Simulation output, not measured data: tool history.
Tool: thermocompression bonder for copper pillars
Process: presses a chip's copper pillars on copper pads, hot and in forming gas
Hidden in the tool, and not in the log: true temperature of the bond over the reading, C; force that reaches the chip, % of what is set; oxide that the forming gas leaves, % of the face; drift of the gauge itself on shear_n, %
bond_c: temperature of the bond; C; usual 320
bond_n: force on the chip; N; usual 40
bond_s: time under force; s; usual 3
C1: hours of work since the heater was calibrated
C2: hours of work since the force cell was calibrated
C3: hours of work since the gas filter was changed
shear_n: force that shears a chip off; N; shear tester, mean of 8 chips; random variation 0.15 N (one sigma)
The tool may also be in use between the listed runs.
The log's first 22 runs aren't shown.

run 23 day=65.279 | bond_c=316 bond_n=56 bond_s=4 | C1=203 C2=737 C3=292 | shear_n=74.9
-- day=67.138 heater calibrated with a thermocouple chip, once more
run 24 day=69.367 | bond_c=320 bond_n=36 bond_s=4 | C1=23 C2=780 C3=335 | shear_n=51.7
-- day=70.079 forming gas filter changed
run 25 day=71.221 | bond_c=320 bond_n=47 bond_s=8 | C1=43 C2=799 C3=12 | shear_n=83.9
run 26 day=73.125 | bond_c=297 bond_n=43 bond_s=2 | C1=63 C2=819 C3=32 | shear_n=39.6
run 27 day=77.104 | bond_c=297 bond_n=43 bond_s=2 | C1=105 C2=861 C3=74 | shear_n=39.6
run 28 day=79.625 | bond_c=310 bond_n=44 bond_s=3 | C1=131 C2=887 C3=101 | shear_n=55.3
run 29 day=82.804 | bond_c=291 bond_n=40 bond_s=3 | C1=165 C2=921 C3=134 | shear_n=38.8
run 30 day=85.746 | bond_c=291 bond_n=40 bond_s=3 | C1=196 C2=952 C3=165 | shear_n=38.5
run 31 day=88.200 | bond_c=296 bond_n=43 bond_s=4 | C1=222 C2=978 C3=191 | shear_n=49.6
run 32 day=90.833 | bond_c=294 bond_n=51 bond_s=3 | C1=249 C2=1006 C3=219 | shear_n=51.9
run 33 day=95.067 | bond_c=311 bond_n=40 bond_s=8 | C1=294 C2=1050 C3=263 | shear_n=66.9
run 34 day=97.379 | bond_c=320 bond_n=40 bond_s=4 | C1=318 C2=1074 C3=288 | shear_n=59.8
run 35 day=101.188 | bond_c=306 bond_n=34 bond_s=7 | C1=358 C2=1115 C3=328 | shear_n=52.1
-- day=102.642 forming gas filter changed
run 36 day=103.975 | bond_c=341 bond_n=53 bond_s=2 | C1=388 C2=1144 C3=14 | shear_n=79.9
run 37 day=107.688 | bond_c=341 bond_n=53 bond_s=2 | C1=427 C2=1183 C3=53 | shear_n=79.4
run 38 day=110.933 | bond_c=341 bond_n=53 bond_s=2 | C1=461 C2=1217 C3=87 | shear_n=78.6
run 39 day=113.054 | bond_c=314 bond_n=36 bond_s=3 | C1=483 C2=1239 C3=110 | shear_n=49.0

3 ways to go on from here, each from the tool as it stands after run 39. What would each give?
run A day=115.996 | bond_c=320 bond_n=32 bond_s=8 | C1=514 C2=1270 C3=141 | shear_n=?
run B day=115.996 | bond_c=320 bond_n=59 bond_s=3 | C1=514 C2=1270 C3=141 | shear_n=?
run C day=115.996 | bond_c=298 bond_n=27 bond_s=3 | C1=514 C2=1270 C3=141 | shear_n=?

run=A shear_n=63.5
run=B shear_n=78.4
run=C shear_n=27.7
Without the tool's hidden state the same runs would have given:
run=A shear_n=61.6
run=B shear_n=77.5
run=C shear_n=26.0
